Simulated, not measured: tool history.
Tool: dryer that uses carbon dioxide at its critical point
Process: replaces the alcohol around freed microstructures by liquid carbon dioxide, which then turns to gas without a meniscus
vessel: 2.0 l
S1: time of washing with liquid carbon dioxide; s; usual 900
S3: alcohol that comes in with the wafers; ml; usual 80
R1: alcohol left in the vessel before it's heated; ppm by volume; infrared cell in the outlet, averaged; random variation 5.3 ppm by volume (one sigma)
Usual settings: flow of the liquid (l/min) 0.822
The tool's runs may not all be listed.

Run 1, hour 0.0: usual settings. Result: R1 131 ppm by volume.
Run 2, hour 7.4: usual settings. Result: R1 132 ppm by volume.
Run 3, hour 14.8: usual settings. Result: R1 131 ppm by volume.
Run 4, hour 20.4: usual settings. Result: R1 134 ppm by volume.
Run 5, hour 27.3: usual settings. Result: R1 138 ppm by volume.
Run 6, hour 33.2: usual settings but S1 1200 s. Result: R1 25 ppm by volume.
Run 7, hour 38.1: usual settings. Result: R1 139 ppm by volume.
Run 8, hour 46.9: usual settings. Result: R1 129 ppm by volume.
Run 9, hour 56.0: usual settings but flow of the liquid (l/min) 0.920. Result: R1 71 ppm by volume.
Run 10, hour 64.0: usual settings. Result: R1 148 ppm by volume.
Run 11, hour 68.8: usual settings. Result: R1 143 ppm by volume.
Run 12, hour 78.1: usual settings. Result: R1 151 ppm by volume.
Run 13, hour 82.0: usual settings. Result: R1 144 ppm by volume.
Run 14, hour 90.8: usual settings but S1 1140 s, flow of the liquid (l/min) 1.291, S3 101 ml. Result: R1 12 ppm by volume.
Run 15, hour 97.4: usual settings but S1 1260 s, flow of the liquid (l/min) 0.525, S3 20 ml. Result: R1 90 ppm by volume.
Run 16, hour 105.5: usual settings but S1 840 s, flow of the liquid (l/min) 0.969, S3 20 ml. Result: R1 34 ppm by volume.
Run 17, hour 113.2: usual settings but S1 840 s, flow of the liquid (l/min) 1.055, S3 97 ml. Result: R1 60 ppm by volume.
Run 18, hour 119.3: usual settings but S1 840 s, flow of the liquid (l/min) 1.055, S3 97 ml. Result: R1 59 ppm by volume.
Run 19, hour 125.3: usual settings but S1 1140 s, flow of the liquid (l/min) 1.248, S3 31 ml. Result: R1 3 ppm by volume.
Run 20, hour 133.6: usual settings but S1 1140 s, S3 64 ml. Result: R1 40 ppm by volume.
Run 21, hour 140.3: usual settings but S1 1140 s, S3 64 ml. Result: R1 37 ppm by volume.
Run 22, hour 145.9: usual settings but S1 1140 s, flow of the liquid (l/min) 0.781, S3 35 ml. Result: R1 29 ppm by volume.
Run 23, hour 151.2: usual settings but S1 1140 s, flow of the liquid (l/min) 0.781, S3 35 ml. Result: R1 34 ppm by volume.
Run 24, hour 156.2: usual settings but S1 1080 s, flow of the liquid (l/min) 0.573, S3 25 ml. Result: R1 142 ppm by volume.
Run 25, hour 164.0: usual settings but S1 1320 s, S3 47 ml. Result: R1 18 ppm by volume.

3 ways to go on from here, each from the tool as it stands after run 25. What would each give?
Run A, hour 168.2: usual settings but S1 1320 s, flow of the liquid (l/min) 0.972. Result: R1 ?.
Run B, hour 168.2: usual settings but S1 1320 s, S3 22 ml. Result: R1 ?.
Run C, hour 168.2: usual settings but S1 1200 s, S3 47 ml. Result: R1 ?.

run  R1
  A  20
  B  12
  C  29
Without the tool's hidden state the same runs would have given:
run  R1
  A  13
  B   5
  C  18

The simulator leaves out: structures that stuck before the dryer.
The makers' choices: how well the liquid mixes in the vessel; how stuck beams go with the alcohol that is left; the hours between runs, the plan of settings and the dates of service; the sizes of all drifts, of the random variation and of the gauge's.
